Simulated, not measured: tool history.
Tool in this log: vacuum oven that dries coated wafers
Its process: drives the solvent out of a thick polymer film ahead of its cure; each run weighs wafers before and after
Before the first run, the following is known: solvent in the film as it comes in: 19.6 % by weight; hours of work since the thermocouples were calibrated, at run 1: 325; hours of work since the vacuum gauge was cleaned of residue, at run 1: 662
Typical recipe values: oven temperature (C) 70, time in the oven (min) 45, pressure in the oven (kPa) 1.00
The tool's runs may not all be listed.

| run | hour | oven temperature (C) | time in the oven (min) | pressure in the oven (kPa) | hours of work since the thermocouples were calibrated | hours of work since the vacuum gauge was cleaned of residue | solvent left in the film (%) |
|---|---|---|---|---|---|---|---|
| 1 | 0.0 | 70 | 45 | 1.00 | 325 | 662 | 2.55 |
| 2 | 21.3 | 70 | 45 | 0.73 | 341 | 678 | 2.45 |
| 3 | 39.1 | 70 | 45 | 1.00 | 354 | 692 | 2.57 |
| 4 | 63.0 | 70 | 45 | 1.00 | 373 | 710 | 2.54 |
| 5 | 80.4 | 70 | 45 | 1.00 | 386 | 723 | 2.57 |
| 6 | 106.9 | 70 | 45 | 1.00 | 406 | 743 | 2.56 |
| 7 | 128.3 | 70 | 45 | 1.00 | 422 | 760 | 2.57 |
| 8 | 141.3 | 70 | 45 | 1.00 | 432 | 769 | 2.55 |
| 9 | 169.0 | 70 | 45 | 1.00 | 453 | 791 | 2.54 |
| 10 | 188.3 | 70 | 45 | 1.00 | 468 | 805 | 2.54 |
| 11 | 203.5 | 70 | 45 | 1.00 | 479 | 817 | 2.49 |
| 12 | 230.5 | 70 | 45 | 1.00 | 500 | 837 | 2.54 |
| 13 | 244.6 | 70 | 45 | 1.00 | 511 | 848 | 2.52 |
| 14 | 262.2 | 70 | 45 | 1.00 | 524 | 861 | 2.50 |
| 15 | 280.1 | 70 | 45 | 1.00 | 538 | 875 | 2.53 |
| 16 | 305.4 | 70 | 45 | 1.00 | 557 | 894 | 2.49 |
| 17 | 317.3 | 59 | 45 | 3.53 | 566 | 903 | 7.08 |
| 18 | 333.4 | 59 | 38 | 3.53 | 578 | 916 | 8.02 |
| 19 | 349.6 | 83 | 44 | 3.53 | 590 | 928 | 1.04 |
| 20 | 374.3 | 70 | 32 | 1.02 | 609 | 947 | 4.14 |
| 21 | 389.1 | 67 | 45 | 0.55 | 621 | 958 | 3.19 |
| 22 | 412.8 | 63 | 45 | 3.83 | 639 | 976 | 5.71 |
| 23 | 430.0 | 63 | 34 | 3.83 | 652 | 989 | 7.15 |
| 24 | 448.8 | 63 | 34 | 3.83 | 666 | 1003 | 7.10 |
| 25 | 461.7 | 59 | 81 | 1.27 | 676 | 1013 | 3.19 |
| 26 | 475.5 | 58 | 45 | 1.00 | 686 | 1024 | 6.42 |
| 27 | 492.0 | 58 | 45 | 1.00 | 699 | 1036 | 6.43 |
| 28 | 519.5 | 70 | 76 | 2.00 | 720 | 1057 | 1.33 |
| 29 | 537.4 | 63 | 31 | 3.58 | 733 | 1071 | 7.53 |
| 30 | 560.9 | 63 | 31 | 3.58 | 751 | 1089 | 7.53 |
| 31 | 572.8 | 63 | 79 | 2.14 | 760 | 1098 | 2.57 |
| 32 | 592.0 | 74 | 25 | 1.37 | 775 | 1112 | 4.26 |

Alternative continuations, all from the tool just after run 32; predict every row:
| A | 605.2 | 78 | 45 | 1.00 | 785 | 1122 | ? |
| B | 605.2 | 85 | 25 | 1.37 | 785 | 1122 | ? |
| C | 605.2 | 81 | 25 | 1.37 | 785 | 1122 | ? |
| D | 605.2 | 78 | 44 | 2.95 | 785 | 1122 | ? |
| E | 605.2 | 62 | 54 | 0.92 | 785 | 1122 | ? |

| run | solvent left in the film (%) |
|---|---|
| A | 0.99 |
| B | 1.50 |
| C | 2.33 |
| D | 1.50 |
| E | 3.99 |
With no hidden state in the tool, these same runs would have given:
| run | solvent left in the film (%) |
|---|---|
| A | 1.04 |
| B | 1.62 |
| C | 2.50 |
| D | 1.58 |
| E | 4.20 |

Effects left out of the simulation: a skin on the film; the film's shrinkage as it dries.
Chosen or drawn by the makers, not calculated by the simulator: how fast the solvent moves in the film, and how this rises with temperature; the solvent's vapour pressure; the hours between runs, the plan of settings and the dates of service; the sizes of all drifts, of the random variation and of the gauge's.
